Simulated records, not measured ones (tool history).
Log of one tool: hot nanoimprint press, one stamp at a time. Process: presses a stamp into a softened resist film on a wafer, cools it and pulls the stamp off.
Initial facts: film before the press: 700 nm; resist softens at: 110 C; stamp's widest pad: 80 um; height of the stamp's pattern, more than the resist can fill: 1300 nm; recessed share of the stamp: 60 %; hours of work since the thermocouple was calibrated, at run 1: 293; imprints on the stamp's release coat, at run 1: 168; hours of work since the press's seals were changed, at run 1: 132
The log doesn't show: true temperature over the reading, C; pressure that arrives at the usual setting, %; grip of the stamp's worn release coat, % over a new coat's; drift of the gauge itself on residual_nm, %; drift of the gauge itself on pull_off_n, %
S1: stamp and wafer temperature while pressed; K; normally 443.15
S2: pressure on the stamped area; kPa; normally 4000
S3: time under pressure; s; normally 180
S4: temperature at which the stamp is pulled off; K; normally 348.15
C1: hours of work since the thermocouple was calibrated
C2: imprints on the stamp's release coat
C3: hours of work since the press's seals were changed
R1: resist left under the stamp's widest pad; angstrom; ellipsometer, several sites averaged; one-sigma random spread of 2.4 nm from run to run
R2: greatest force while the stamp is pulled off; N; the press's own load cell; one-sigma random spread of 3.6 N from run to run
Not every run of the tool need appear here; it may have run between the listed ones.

{"run": 1, "hour": 0.0, "S1": 443.15, "S2": 4000, "S3": 180, "S4": 348.15, "C1": 293, "C2": 168, "C3": 132, "R1": 4087, "R2": 182}
{"run": 2, "hour": 55.1, "S1": 443.15, "S2": 4000, "S3": 180, "S4": 348.15, "C1": 316, "C2": 309, "C3": 155, "R1": 4108, "R2": 182}
{"run": 3, "hour": 94.8, "S1": 443.15, "S2": 4000, "S3": 180, "S4": 348.15, "C1": 333, "C2": 411, "C3": 172, "R1": 4141, "R2": 179}
{"run": 4, "hour": 119.3, "S1": 443.15, "S2": 4000, "S3": 180, "S4": 348.15, "C1": 343, "C2": 474, "C3": 182, "R1": 4115, "R2": 191}
{"hour": 163.2, "done": "stamp cleaned and given a new release coat"}
{"run": 5, "hour": 176.1, "S1": 443.15, "S2": 4000, "S3": 180, "S4": 348.15, "C1": 364, "C2": 33, "C3": 204, "R1": 4111, "R2": 174}
{"run": 6, "hour": 220.6, "S1": 443.15, "S2": 4000, "S3": 180, "S4": 348.15, "C1": 383, "C2": 147, "C3": 222, "R1": 4182, "R2": 181}
{"run": 7, "hour": 262.1, "S1": 443.15, "S2": 4000, "S3": 180, "S4": 348.15, "C1": 400, "C2": 254, "C3": 240, "R1": 4129, "R2": 179}
{"run": 8, "hour": 299.8, "S1": 443.15, "S2": 4000, "S3": 180, "S4": 348.15, "C1": 416, "C2": 351, "C3": 256, "R1": 4167, "R2": 189}
{"run": 9, "hour": 338.7, "S1": 443.15, "S2": 4000, "S3": 180, "S4": 348.15, "C1": 433, "C2": 451, "C3": 272, "R1": 4163, "R2": 195}
{"hour": 354.5, "done": "plate thermocouple calibrated"}
{"run": 10, "hour": 370.4, "S1": 443.15, "S2": 4000, "S3": 180, "S4": 336.15, "C1": 7, "C2": 525, "C3": 284, "R1": 3955, "R2": 230}
{"hour": 396.9, "done": "stamp cleaned and given a new release coat"}
{"run": 11, "hour": 407.8, "S1": 443.15, "S2": 4000, "S3": 180, "S4": 336.15, "C1": 20, "C2": 28, "C3": 298, "R1": 4001, "R2": 211}
{"run": 12, "hour": 457.4, "S1": 443.15, "S2": 4000, "S3": 180, "S4": 336.15, "C1": 41, "C2": 155, "C3": 318, "R1": 3995, "R2": 220}
{"run": 13, "hour": 516.5, "S1": 443.15, "S2": 4000, "S3": 180, "S4": 336.15, "C1": 66, "C2": 307, "C3": 343, "R1": 4029, "R2": 228}
{"run": 14, "hour": 561.8, "S1": 443.15, "S2": 5220, "S3": 180, "S4": 336.15, "C1": 85, "C2": 424, "C3": 362, "R1": 3560, "R2": 217}
{"run": 15, "hour": 596.5, "S1": 434.15, "S2": 4210, "S3": 191, "S4": 342.15, "C1": 99, "C2": 513, "C3": 377, "R1": 5162, "R2": 213}
{"hour": 630.2, "done": "stamp cleaned and given a new release coat"}
{"run": 16, "hour": 651.0, "S1": 443.15, "S2": 4120, "S3": 110, "S4": 348.15, "C1": 120, "C2": 54, "C3": 398, "R1": 4651, "R2": 175}
{"run": 17, "hour": 703.9, "S1": 442.15, "S2": 5900, "S3": 180, "S4": 348.15, "C1": 142, "C2": 189, "C3": 420, "R1": 3509, "R2": 180}
{"run": 18, "hour": 752.5, "S1": 442.15, "S2": 5900, "S3": 180, "S4": 348.15, "C1": 163, "C2": 315, "C3": 440, "R1": 3559, "R2": 187}
{"run": 19, "hour": 806.4, "S1": 443.15, "S2": 4050, "S3": 184, "S4": 348.15, "C1": 185, "C2": 453, "C3": 463, "R1": 4018, "R2": 183}
{"run": 20, "hour": 837.4, "S1": 443.15, "S2": 4050, "S3": 184, "S4": 348.15, "C1": 199, "C2": 533, "C3": 476, "R1": 4053, "R2": 189}
{"hour": 861.5, "done": "stamp cleaned and given a new release coat"}
{"run": 21, "hour": 879.2, "S1": 443.15, "S2": 4050, "S3": 184, "S4": 348.15, "C1": 214, "C2": 46, "C3": 491, "R1": 4072, "R2": 175}
{"run": 22, "hour": 934.0, "S1": 432.15, "S2": 4050, "S3": 184, "S4": 348.15, "C1": 237, "C2": 187, "C3": 514, "R1": 5616, "R2": 186}
{"run": 23, "hour": 970.3, "S1": 432.15, "S2": 4050, "S3": 184, "S4": 348.15, "C1": 252, "C2": 280, "C3": 530, "R1": 5646, "R2": 183}
{"run": 24, "hour": 1029.6, "S1": 432.15, "S2": 4050, "S3": 184, "S4": 348.15, "C1": 277, "C2": 433, "C3": 555, "R1": 5673, "R2": 188}
{"hour": 1090.4, "done": "stamp cleaned and given a new release coat"}
{"run": 25, "hour": 1090.4, "S1": 449.15, "S2": 4050, "S3": 125, "S4": 348.15, "C1": 300, "C2": 0, "C3": 578, "R1": 3801, "R2": 178}
{"hour": 1130.4, "done": "press's hydraulic seals changed and the load cell set to zero"}
{"run": 26, "hour": 1153.7, "S1": 440.15, "S2": 3450, "S3": 122, "S4": 345.15, "C1": 323, "C2": 143, "C3": 10, "R1": 5235, "R2": 193}
{"run": 27, "hour": 1201.4, "S1": 440.15, "S2": 3450, "S3": 122, "S4": 345.15, "C1": 344, "C2": 265, "C3": 30, "R1": 5253, "R2": 194}
{"run": 28, "hour": 1244.8, "S1": 440.15, "S2": 6300, "S3": 206, "S4": 345.15, "C1": 362, "C2": 377, "C3": 48, "R1": 3568, "R2": 197}

Measured result minus the same run's result without the hidden state. Both carry the same run-to-run variation, though not necessarily the same gauge scatter:
run=1 R1=+153 R2=+9
run=2 R1=+167 R2=+13
run=3 R1=+179 R2=+16
run=4 R1=+183 R2=+20
run=5 R1=+195 R2=+5
run=6 R1=+210 R2=+10
run=7 R1=+218 R2=+13
run=8 R1=+229 R2=+16
run=9 R1=+239 R2=+20
run=10 R1=+50 R2=+22
run=11 R1=+60 R2=+2
run=12 R1=+71 R2=+7
run=13 R1=+88 R2=+14
run=14 R1=+109 R2=+18
run=15 R1=+113 R2=+20
run=16 R1=+126 R2=+3
run=17 R1=+156 R2=+8
run=18 R1=+171 R2=+12
run=19 R1=+164 R2=+17
run=20 R1=+174 R2=+20
run=21 R1=+183 R2=+4
run=22 R1=+182 R2=+10
run=23 R1=+192 R2=+13
run=24 R1=+206 R2=+18
run=25 R1=+220 R2=+3
run=26 R1=+165 R2=+9
run=27 R1=+177 R2=+14
run=28 R1=+197 R2=+18
